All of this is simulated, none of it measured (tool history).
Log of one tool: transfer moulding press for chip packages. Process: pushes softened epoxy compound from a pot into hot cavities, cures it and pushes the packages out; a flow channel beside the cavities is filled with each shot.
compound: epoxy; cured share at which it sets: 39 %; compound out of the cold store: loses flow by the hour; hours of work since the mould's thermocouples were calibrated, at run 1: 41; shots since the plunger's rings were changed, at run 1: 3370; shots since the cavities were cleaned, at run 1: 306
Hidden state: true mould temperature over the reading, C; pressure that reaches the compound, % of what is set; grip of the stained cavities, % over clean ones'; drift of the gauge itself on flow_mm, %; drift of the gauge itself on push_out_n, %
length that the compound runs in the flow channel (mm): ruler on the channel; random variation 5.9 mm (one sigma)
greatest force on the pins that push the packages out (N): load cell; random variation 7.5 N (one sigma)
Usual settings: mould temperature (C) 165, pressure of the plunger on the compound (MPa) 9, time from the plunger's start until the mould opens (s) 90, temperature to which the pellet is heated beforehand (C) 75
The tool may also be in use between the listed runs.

| run | hour | mould temperature (C) | pressure of the plunger on the compound (MPa) | time from the plunger's start until the mould opens (s) | temperature to which the pellet is heated beforehand (C) | hours of work since the mould's thermocouples were calibrated | shots since the plunger's rings were changed | shots since the cavities were cleaned | incoming compound's hours out of the cold store | length that the compound runs in the flow channel (mm) | greatest force on the pins that push the packages out (N) |
|---|---|---|---|---|---|---|---|---|---|---|---|
| 1 | 0 | 165 | 9 | 90 | 75 | 41 | 3370 | 306 | 30.9 | 792 | 511 |
| 2 | 50 | 165 | 9 | 90 | 74 | 65 | 3800 | 736 | 8.1 | 829 | 656 |
|  | 72.4 | cavities cleaned with cleaning compound and waxed |
| 3 | 80.9 | 165 | 9 | 112 | 75 | 79 | 4053 | 73 | 44.1 | 752 | 299 |
| 4 | 110.6 | 165 | 6.82 | 90 | 75 | 93 | 4308 | 328 | 26.6 | 690 | 488 |
| 5 | 138.4 | 165 | 7.18 | 90 | 75 | 106 | 4547 | 567 | 41.3 | 677 | 587 |
| 6 | 168.5 | 165 | 7.18 | 90 | 75 | 120 | 4806 | 826 | 39.9 | 666 | 620 |
|  | 180.1 | cavities cleaned with cleaning compound and waxed |
| 7 | 205.5 | 165 | 9 | 90 | 75 | 137 | 5111 | 218 | 13.5 | 806 | 461 |
| 8 | 229.1 | 165 | 9 | 90 | 75 | 149 | 5314 | 421 | 13.8 | 800 | 564 |
|  | 263.5 | plunger's sealing rings changed |
| 9 | 267.5 | 165 | 9 | 90 | 75 | 166 | 34 | 730 | 29 | 850 | 607 |
|  | 294.3 | cavities cleaned with cleaning compound and waxed |
| 10 | 298.3 | 165 | 9 | 90 | 75 | 180 | 285 | 33 | 45.7 | 822 | 332 |
| 11 | 325.7 | 165 | 9 | 90 | 75 | 193 | 521 | 269 | 39.3 | 818 | 465 |
| 12 | 366.1 | 165 | 9 | 90 | 75 | 212 | 869 | 617 | 46.1 | 801 | 551 |
|  | 406.7 | cavities cleaned with cleaning compound and waxed |
| 13 | 409.9 | 160 | 8.55 | 73 | 74 | 232 | 1233 | 28 | 43.3 | 806 | 761 |

Run 14 comes next. What will it give?
| 14 | 456 | 167 | 9 | 86 | 75 | 254 | 1629 | 424 | 14.5 | ? | ? |

{"run 14": {"length that the compound runs in the flow channel (mm)": 850, "greatest force on the pins that push the packages out (N)": 544}}
Without the tool's hidden state the same run would have given length that the compound runs in the flow channel (mm) 875, greatest force on the pins that push the packages out (N) 320.
